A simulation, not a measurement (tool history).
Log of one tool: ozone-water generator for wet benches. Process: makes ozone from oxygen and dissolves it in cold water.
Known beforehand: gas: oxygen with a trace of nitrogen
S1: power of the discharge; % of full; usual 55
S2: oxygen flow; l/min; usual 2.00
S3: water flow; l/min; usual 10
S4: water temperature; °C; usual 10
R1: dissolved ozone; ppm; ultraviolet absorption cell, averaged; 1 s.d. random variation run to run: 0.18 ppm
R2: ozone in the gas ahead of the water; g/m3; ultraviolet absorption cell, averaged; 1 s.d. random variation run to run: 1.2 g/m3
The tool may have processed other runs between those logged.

| run | hour | S1 | S2 | S3 | S4 | R1 | R2 |
|---|---|---|---|---|---|---|---|
| 1 | 0.0 | 55 | 2.00 | 10 | 10 | 23.6 | 220.5 |
| 2 | 20.1 | 55 | 2.00 | 10 | 13 | 23.4 | 219.0 |
| 3 | 43.4 | 55 | 2.00 | 10 | 13 | 22.8 | 220.0 |
| 4 | 66.0 | 55 | 2.00 | 10 | 10 | 24.0 | 220.6 |
| 5 | 85.0 | 55 | 2.00 | 10 | 10 | 23.8 | 217.3 |
| 6 | 122.0 | 55 | 2.00 | 10 | 10 | 23.8 | 220.0 |
| 7 | 142.3 | 53 | 2.00 | 10 | 10 | 23.3 | 211.3 |
| 8 | 165.3 | 53 | 2.00 | 10 | 10 | 23.3 | 213.9 |
| 9 | 193.0 | 55 | 2.00 | 11 | 10 | 21.7 | 218.1 |
| 10 | 230.1 | 55 | 2.00 | 11 | 10 | 21.8 | 218.7 |
| 11 | 264.6 | 55 | 2.00 | 11 | 10 | 21.4 | 219.8 |
| 12 | 287.8 | 55 | 2.00 | 11 | 10 | 21.4 | 220.4 |
| 13 | 317.7 | 55 | 2.00 | 10 | 10 | 23.8 | 218.3 |
| 14 | 343.7 | 55 | 2.00 | 10 | 10 | 23.9 | 217.3 |
| 15 | 379.5 | 55 | 2.26 | 10 | 10 | 23.9 | 203.9 |
| 16 | 414.3 | 55 | 2.00 | 10 | 10 | 23.4 | 219.5 |
| 17 | 446.4 | 55 | 2.00 | 10 | 10 | 23.7 | 219.0 |
| 18 | 474.5 | 70 | 2.43 | 12 | 13 | 23.1 | 230.1 |
| 19 | 501.3 | 77 | 2.00 | 9 | 10 | 32.6 | 275.1 |
| 20 | 528.5 | 45 | 2.00 | 10 | 10 | 20.6 | 192.6 |
| 21 | 550.7 | 59 | 2.00 | 10 | 10 | 24.6 | 231.0 |
| 22 | 566.2 | 55 | 1.89 | 10 | 13 | 22.6 | 226.2 |
| 23 | 594.6 | 55 | 2.00 | 10 | 18 | 21.3 | 218.1 |
| 24 | 610.4 | 55 | 2.00 | 10 | 18 | 21.3 | 218.1 |
| 25 | 645.1 | 55 | 2.00 | 10 | 10 | 23.4 | 218.0 |
| 26 | 682.6 | 55 | 2.00 | 10 | 10 | 23.6 | 216.4 |
| 27 | 714.8 | 59 | 2.00 | 13 | 10 | 19.2 | 230.1 |
| 28 | 750.1 | 55 | 2.22 | 10 | 13 | 22.7 | 207.1 |
| 29 | 766.3 | 55 | 2.22 | 10 | 11 | 23.4 | 205.0 |
| 30 | 800.2 | 82 | 3.19 | 7 | 16 | 36.8 | 218.5 |
| 31 | 837.2 | 82 | 3.19 | 7 | 16 | 36.7 | 216.3 |
| 32 | 862.7 | 76 | 2.00 | 12 | 12 | 24.1 | 270.6 |

For each run, the measured value with the value that run would have given without the tool's hidden condition subtracted. The run-to-run variation is shared by both, the gauge scatter possibly not:
Hidden state present: yield of the discharge, % of new electrodes'; contactor's efficiency, % of a clean one's; true water temperature over the reading, C; drift of the gauge itself on ozone_ppm, %; drift of the gauge itself on gas_g_m3, %.
| run | R1 | R2 |
|---|---|---|
| 1 | -0.3 | -1.2 |
| 2 | -0.3 | -1.3 |
| 3 | -0.3 | -1.4 |
| 4 | -0.3 | -1.5 |
| 5 | -0.3 | -1.5 |
| 6 | -0.4 | -1.6 |
| 7 | -0.4 | -1.6 |
| 8 | -0.4 | -1.7 |
| 9 | -0.4 | -1.8 |
| 10 | -0.4 | -1.9 |
| 11 | -0.4 | -2.0 |
| 12 | -0.4 | -2.1 |
| 13 | -0.5 | -2.1 |
| 14 | -0.4 | -2.2 |
| 15 | -0.4 | -2.2 |
| 16 | -0.5 | -2.5 |
| 17 | -0.5 | -2.5 |
| 18 | -0.6 | -3.2 |
| 19 | -0.8 | -4.3 |
| 20 | -0.4 | -2.0 |
| 21 | -0.6 | -3.1 |
| 22 | -0.6 | -2.9 |
| 23 | -0.5 | -2.9 |
| 24 | -0.6 | -3.0 |
| 25 | -0.6 | -3.0 |
| 26 | -0.6 | -3.2 |
| 27 | -0.6 | -3.6 |
| 28 | -0.7 | -3.2 |
| 29 | -0.6 | -3.3 |
| 30 | -1.2 | -4.7 |
| 31 | -1.3 | -4.8 |
| 32 | -0.8 | -5.8 |

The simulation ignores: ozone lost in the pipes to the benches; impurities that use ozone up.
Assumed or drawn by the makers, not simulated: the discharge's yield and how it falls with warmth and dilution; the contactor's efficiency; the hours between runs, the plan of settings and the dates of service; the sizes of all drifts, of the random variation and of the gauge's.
